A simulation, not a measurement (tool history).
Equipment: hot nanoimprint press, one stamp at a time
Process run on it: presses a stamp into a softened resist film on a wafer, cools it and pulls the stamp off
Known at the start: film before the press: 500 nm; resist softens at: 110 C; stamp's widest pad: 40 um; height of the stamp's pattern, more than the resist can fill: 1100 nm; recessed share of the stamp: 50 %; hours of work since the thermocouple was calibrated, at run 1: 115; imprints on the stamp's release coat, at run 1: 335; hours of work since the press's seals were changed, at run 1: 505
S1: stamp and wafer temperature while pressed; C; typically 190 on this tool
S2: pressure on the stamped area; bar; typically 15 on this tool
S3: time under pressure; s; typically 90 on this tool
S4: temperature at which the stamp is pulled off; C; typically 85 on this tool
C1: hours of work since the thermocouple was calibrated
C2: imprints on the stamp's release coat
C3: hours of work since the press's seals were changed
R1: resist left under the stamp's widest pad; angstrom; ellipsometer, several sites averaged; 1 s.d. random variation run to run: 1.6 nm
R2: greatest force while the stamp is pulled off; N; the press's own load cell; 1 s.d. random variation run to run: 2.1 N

Run 1, hour 0: usual settings; C1 115; C2 335; C3 505. Result: R1 2542 angstrom, R2 144 N.
Run 2, hour 20.5: usual settings; C1 124; C2 375; C3 514. Result: R1 2499 angstrom, R2 148 N.
Run 3, hour 45.8: usual settings; C1 136; C2 423; C3 525. Result: R1 2535 angstrom, R2 148 N.
Run 4, hour 76.1: usual settings but S2 10.3 bar; C1 149; C2 481; C3 539. Result: R1 2928 angstrom, R2 151 N.
Run 5, hour 96.8: usual settings but S2 10.3 bar; C1 158; C2 521; C3 548. Result: R1 2940 angstrom, R2 150 N.
Run 6, hour 121.1: usual settings but S2 10.3 bar; C1 169; C2 568; C3 559. Result: R1 2974 angstrom, R2 155 N.
Run 7, hour 148.1: usual settings but S2 10.3 bar; C1 181; C2 620; C3 571. Result: R1 2930 angstrom, R2 154 N.
Run 8, hour 171: usual settings but S2 10.3 bar, S3 52 s; C1 191; C2 664; C3 581. Result: R1 3448 angstrom, R2 157 N.
Run 9, hour 184.5: usual settings but S2 10.3 bar, S3 52 s, S4 79 C; C1 197; C2 689; C3 587. Result: R1 3440 angstrom, R2 185 N.
Run 10, hour 200.8: usual settings but S2 10.3 bar, S3 52 s, S4 79 C; C1 205; C2 721; C3 594. Result: R1 3445 angstrom, R2 184 N.
Run 11, hour 230: usual settings but S2 10.5 bar, S3 52 s, S4 79 C; C1 218; C2 777; C3 607. Result: R1 3374 angstrom, R2 184 N.
At hour 256.5: stamp cleaned and given a new release coat.
Run 12, hour 260.6: usual settings but S2 10.5 bar, S3 52 s, S4 79 C; C1 229; C2 8; C3 618. Result: R1 3468 angstrom, R2 160 N.
Run 13, hour 282.7: usual settings but S2 10.5 bar, S3 52 s, S4 79 C; C1 239; C2 50; C3 628. Result: R1 3447 angstrom, R2 160 N.
Run 14, hour 313.7: usual settings but S2 10.5 bar, S3 52 s, S4 79 C; C1 253; C2 110; C3 642. Result: R1 3471 angstrom, R2 166 N.
Run 15, hour 342.4: usual settings but S2 16.2 bar, S3 52 s, S4 79 C; C1 265; C2 165; C3 655. Result: R1 3035 angstrom, R2 170 N.
Run 16, hour 359.8: usual settings but S3 153 s; C1 273; C2 199; C3 663. Result: R1 2133 angstrom, R2 146 N.
Run 17, hour 389.7: usual settings but S3 153 s; C1 286; C2 256; C3 676. Result: R1 2107 angstrom, R2 149 N.
Run 18, hour 405.1: usual settings but S2 18.4 bar, S4 77 C; C1 293; C2 285; C3 683. Result: R1 2439 angstrom, R2 178 N.
Run 19, hour 419.4: usual settings but S1 181 C, S2 18.4 bar, S4 77 C; C1 300; C2 313; C3 689. Result: R1 3413 angstrom, R2 177 N.
Run 20, hour 446.2: usual settings but S1 179 C; C1 312; C2 364; C3 701. Result: R1 3775 angstrom, R2 152 N.
Run 21, hour 466.4: usual settings but S1 179 C; C1 321; C2 403; C3 710. Result: R1 3774 angstrom, R2 155 N.
Run 22, hour 490.9: usual settings but S1 188 C, S2 21.6 bar; C1 332; C2 450; C3 721. Result: R1 2455 angstrom, R2 152 N.
Run 23, hour 515.3: usual settings but S4 74 C; C1 342; C2 497; C3 732. Result: R1 2646 angstrom, R2 196 N.
Run 24, hour 534.7: usual settings but S4 74 C; C1 351; C2 534; C3 741. Result: R1 2646 angstrom, R2 198 N.
Run 25, hour 560.6: usual settings but S4 74 C; C1 363; C2 584; C3 752. Result: R1 2626 angstrom, R2 194 N.
Run 26, hour 573.8: usual settings but S4 74 C; C1 369; C2 609; C3 758. Result: R1 2623 angstrom, R2 204 N.
Run 27, hour 595.9: usual settings but S2 14.3 bar, S3 136 s, S4 88 C; C1 378; C2 652; C3 768. Result: R1 2307 angstrom, R2 146 N.
Run 28, hour 622.2: usual settings but S1 187 C; C1 390; C2 702; C3 780. Result: R1 2969 angstrom, R2 157 N.
Run 29, hour 639.5: usual settings but S1 187 C, S2 13.2 bar; C1 398; C2 735; C3 787. Result: R1 3084 angstrom, R2 163 N.

Branching from run 29: 4 alternative next runs. What would each branch give?
Run A, hour 664.8: usual settings but S1 198 C, S2 18 bar, S4 86 C; C1 409; C2 784; C3 799. Result: R1 ?, R2 ?.
Run B, hour 664.8: usual settings but S2 16.2 bar; C1 409; C2 784; C3 799. Result: R1 ?, R2 ?.
Run C, hour 664.8: usual settings but S1 191 C, S2 9.8 bar, S4 84 C; C1 409; C2 784; C3 799. Result: R1 ?, R2 ?.
Run D, hour 664.8: usual settings but S1 196 C; C1 409; C2 784; C3 799. Result: R1 ?, R2 ?.

run    R1   R2
  A  1795  155
  B  2572  161
  C  2973  168
  D  2102  166
Without the tool's unlogged condition, the same runs would have read:
run    R1   R2
  A  1665  131
  B  2406  136
  C  2818  143
  D  1961  140
